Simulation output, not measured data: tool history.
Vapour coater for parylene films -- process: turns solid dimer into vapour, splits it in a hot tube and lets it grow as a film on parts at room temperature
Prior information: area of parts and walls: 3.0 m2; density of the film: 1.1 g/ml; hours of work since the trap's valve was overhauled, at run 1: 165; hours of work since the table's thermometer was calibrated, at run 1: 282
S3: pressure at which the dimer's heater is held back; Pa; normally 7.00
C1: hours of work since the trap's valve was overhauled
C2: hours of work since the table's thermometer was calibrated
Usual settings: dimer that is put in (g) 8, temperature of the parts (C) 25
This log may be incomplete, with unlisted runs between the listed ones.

{"run": 1, "hour": 0.0, "dimer that is put in (g)": 8, "temperature of the parts (C)": 25, "S3": 7.0, "C1": 165, "C2": 282, "thickness of the film (nm)": 1400}
{"run": 2, "hour": 37.5, "dimer that is put in (g)": 7, "temperature of the parts (C)": 25, "S3": 7.0, "C1": 199, "C2": 315, "thickness of the film (nm)": 1130}
{"run": 3, "hour": 66.1, "dimer that is put in (g)": 7, "temperature of the parts (C)": 25, "S3": 7.0, "C1": 224, "C2": 341, "thickness of the film (nm)": 1180}
{"run": 4, "hour": 92.1, "dimer that is put in (g)": 3, "temperature of the parts (C)": 25, "S3": 7.0, "C1": 247, "C2": 364, "thickness of the film (nm)": 500}
{"run": 5, "hour": 116.8, "dimer that is put in (g)": 3, "temperature of the parts (C)": 25, "S3": 7.0, "C1": 269, "C2": 386, "thickness of the film (nm)": 500}
{"run": 6, "hour": 137.8, "dimer that is put in (g)": 3, "temperature of the parts (C)": 25, "S3": 7.0, "C1": 288, "C2": 405, "thickness of the film (nm)": 470}
{"run": 7, "hour": 163.0, "dimer that is put in (g)": 3, "temperature of the parts (C)": 25, "S3": 7.0, "C1": 311, "C2": 427, "thickness of the film (nm)": 500}
{"run": 8, "hour": 194.6, "dimer that is put in (g)": 3, "temperature of the parts (C)": 25, "S3": 7.0, "C1": 339, "C2": 455, "thickness of the film (nm)": 490}
{"hour": 216.4, "done": "trap's valve overhauled"}
{"run": 9, "hour": 224.8, "dimer that is put in (g)": 3, "temperature of the parts (C)": 25, "S3": 7.0, "C1": 7, "C2": 479, "thickness of the film (nm)": 430}
{"run": 10, "hour": 256.0, "dimer that is put in (g)": 8, "temperature of the parts (C)": 27, "S3": 7.0, "C1": 35, "C2": 507, "thickness of the film (nm)": 1160}
{"run": 11, "hour": 276.2, "dimer that is put in (g)": 8, "temperature of the parts (C)": 27, "S3": 7.0, "C1": 53, "C2": 525, "thickness of the film (nm)": 1130}
{"run": 12, "hour": 307.4, "dimer that is put in (g)": 8, "temperature of the parts (C)": 27, "S3": 7.0, "C1": 81, "C2": 553, "thickness of the film (nm)": 1160}
{"hour": 325.1, "done": "trap's valve overhauled, once more"}
{"run": 13, "hour": 331.8, "dimer that is put in (g)": 8, "temperature of the parts (C)": 24, "S3": 7.0, "C1": 6, "C2": 571, "thickness of the film (nm)": 1460}
{"run": 14, "hour": 368.5, "dimer that is put in (g)": 8, "temperature of the parts (C)": 24, "S3": 7.0, "C1": 39, "C2": 604, "thickness of the film (nm)": 1450}
{"run": 15, "hour": 384.6, "dimer that is put in (g)": 8, "temperature of the parts (C)": 25, "S3": 7.0, "C1": 53, "C2": 618, "thickness of the film (nm)": 1380}
{"run": 16, "hour": 413.7, "dimer that is put in (g)": 8, "temperature of the parts (C)": 25, "S3": 3.23, "C1": 79, "C2": 644, "thickness of the film (nm)": 1570}
{"run": 17, "hour": 433.2, "dimer that is put in (g)": 5, "temperature of the parts (C)": 25, "S3": 7.0, "C1": 97, "C2": 661, "thickness of the film (nm)": 870}
{"run": 18, "hour": 471.5, "dimer that is put in (g)": 5, "temperature of the parts (C)": 25, "S3": 10.75, "C1": 131, "C2": 696, "thickness of the film (nm)": 800}
{"run": 19, "hour": 504.5, "dimer that is put in (g)": 5, "temperature of the parts (C)": 25, "S3": 10.75, "C1": 160, "C2": 725, "thickness of the film (nm)": 790}
{"run": 20, "hour": 534.0, "dimer that is put in (g)": 8, "temperature of the parts (C)": 25, "S3": 7.0, "C1": 187, "C2": 751, "thickness of the film (nm)": 1330}
{"run": 21, "hour": 553.1, "dimer that is put in (g)": 8, "temperature of the parts (C)": 25, "S3": 7.0, "C1": 204, "C2": 768, "thickness of the film (nm)": 1380}
{"run": 22, "hour": 590.6, "dimer that is put in (g)": 4, "temperature of the parts (C)": 25, "S3": 3.55, "C1": 237, "C2": 802, "thickness of the film (nm)": 720}
{"run": 23, "hour": 620.4, "dimer that is put in (g)": 4, "temperature of the parts (C)": 25, "S3": 3.55, "C1": 264, "C2": 829, "thickness of the film (nm)": 720}
{"run": 24, "hour": 650.5, "dimer that is put in (g)": 9, "temperature of the parts (C)": 23, "S3": 7.0, "C1": 291, "C2": 855, "thickness of the film (nm)": 1490}
{"run": 25, "hour": 672.1, "dimer that is put in (g)": 6, "temperature of the parts (C)": 19, "S3": 4.42, "C1": 310, "C2": 875, "thickness of the film (nm)": 1160}
{"run": 26, "hour": 699.8, "dimer that is put in (g)": 6, "temperature of the parts (C)": 19, "S3": 4.42, "C1": 335, "C2": 899, "thickness of the film (nm)": 1100}
{"run": 27, "hour": 719.0, "dimer that is put in (g)": 6, "temperature of the parts (C)": 19, "S3": 4.42, "C1": 352, "C2": 917, "thickness of the film (nm)": 1130}
{"hour": 727.7, "done": "trap's valve overhauled"}
{"run": 28, "hour": 752.3, "dimer that is put in (g)": 3, "temperature of the parts (C)": 19, "S3": 4.27, "C1": 22, "C2": 943, "thickness of the film (nm)": 670}
{"run": 29, "hour": 770.2, "dimer that is put in (g)": 3, "temperature of the parts (C)": 19, "S3": 4.27, "C1": 38, "C2": 959, "thickness of the film (nm)": 660}
{"run": 30, "hour": 809.1, "dimer that is put in (g)": 3, "temperature of the parts (C)": 19, "S3": 4.27, "C1": 73, "C2": 994, "thickness of the film (nm)": 640}
{"run": 31, "hour": 841.6, "dimer that is put in (g)": 13, "temperature of the parts (C)": 30, "S3": 4.27, "C1": 102, "C2": 1023, "thickness of the film (nm)": 2240}
{"run": 32, "hour": 866.6, "dimer that is put in (g)": 3, "temperature of the parts (C)": 21, "S3": 2.58, "C1": 124, "C2": 1045, "thickness of the film (nm)": 600}
{"run": 33, "hour": 886.0, "dimer that is put in (g)": 4, "temperature of the parts (C)": 25, "S3": 8.06, "C1": 141, "C2": 1062, "thickness of the film (nm)": 690}
{"run": 34, "hour": 917.4, "dimer that is put in (g)": 4, "temperature of the parts (C)": 25, "S3": 8.06, "C1": 169, "C2": 1090, "thickness of the film (nm)": 680}
{"run": 35, "hour": 935.5, "dimer that is put in (g)": 3, "temperature of the parts (C)": 17, "S3": 2.26, "C1": 186, "C2": 1106, "thickness of the film (nm)": 650}
{"run": 36, "hour": 974.4, "dimer that is put in (g)": 13, "temperature of the parts (C)": 24, "S3": 7.34, "C1": 220, "C2": 1141, "thickness of the film (nm)": 2200}
{"run": 37, "hour": 1002.1, "dimer that is put in (g)": 8, "temperature of the parts (C)": 22, "S3": 7.39, "C1": 245, "C2": 1166, "thickness of the film (nm)": 1410}
{"run": 38, "hour": 1027.5, "dimer that is put in (g)": 7, "temperature of the parts (C)": 25, "S3": 7.0, "C1": 268, "C2": 1189, "thickness of the film (nm)": 1130}
{"run": 39, "hour": 1066.3, "dimer that is put in (g)": 5, "temperature of the parts (C)": 18, "S3": 6.19, "C1": 302, "C2": 1223, "thickness of the film (nm)": 930}

What if the next run were any one of these 5? Each begins from the tool's condition after run 39:
{"run": "A", "hour": 1093.0, "dimer that is put in (g)": 10, "temperature of the parts (C)": 20, "S3": 7.0, "C1": 326, "C2": 1247, "thickness of the film (nm)": "?"}
{"run": "B", "hour": 1093.0, "dimer that is put in (g)": 8, "temperature of the parts (C)": 25, "S3": 7.0, "C1": 326, "C2": 1247, "thickness of the film (nm)": "?"}
{"run": "C", "hour": 1093.0, "dimer that is put in (g)": 5, "temperature of the parts (C)": 19, "S3": 6.19, "C1": 326, "C2": 1247, "thickness of the film (nm)": "?"}
{"run": "D", "hour": 1093.0, "dimer that is put in (g)": 4, "temperature of the parts (C)": 23, "S3": 3.2, "C1": 326, "C2": 1247, "thickness of the film (nm)": "?"}
{"run": "E", "hour": 1093.0, "dimer that is put in (g)": 4, "temperature of the parts (C)": 29, "S3": 2.99, "C1": 326, "C2": 1247, "thickness of the film (nm)": "?"}

run=A thickness_of_the_film_(nm)=1750
run=B thickness_of_the_film_(nm)=1280
run=C thickness_of_the_film_(nm)=940
run=D thickness_of_the_film_(nm)=770
run=E thickness_of_the_film_(nm)=640
Without the tool's hidden state the same runs would have given:
run=A thickness_of_the_film_(nm)=1990
run=B thickness_of_the_film_(nm)=1450
run=C thickness_of_the_film_(nm)=1060
run=D thickness_of_the_film_(nm)=860
run=E thickness_of_the_film_(nm)=730
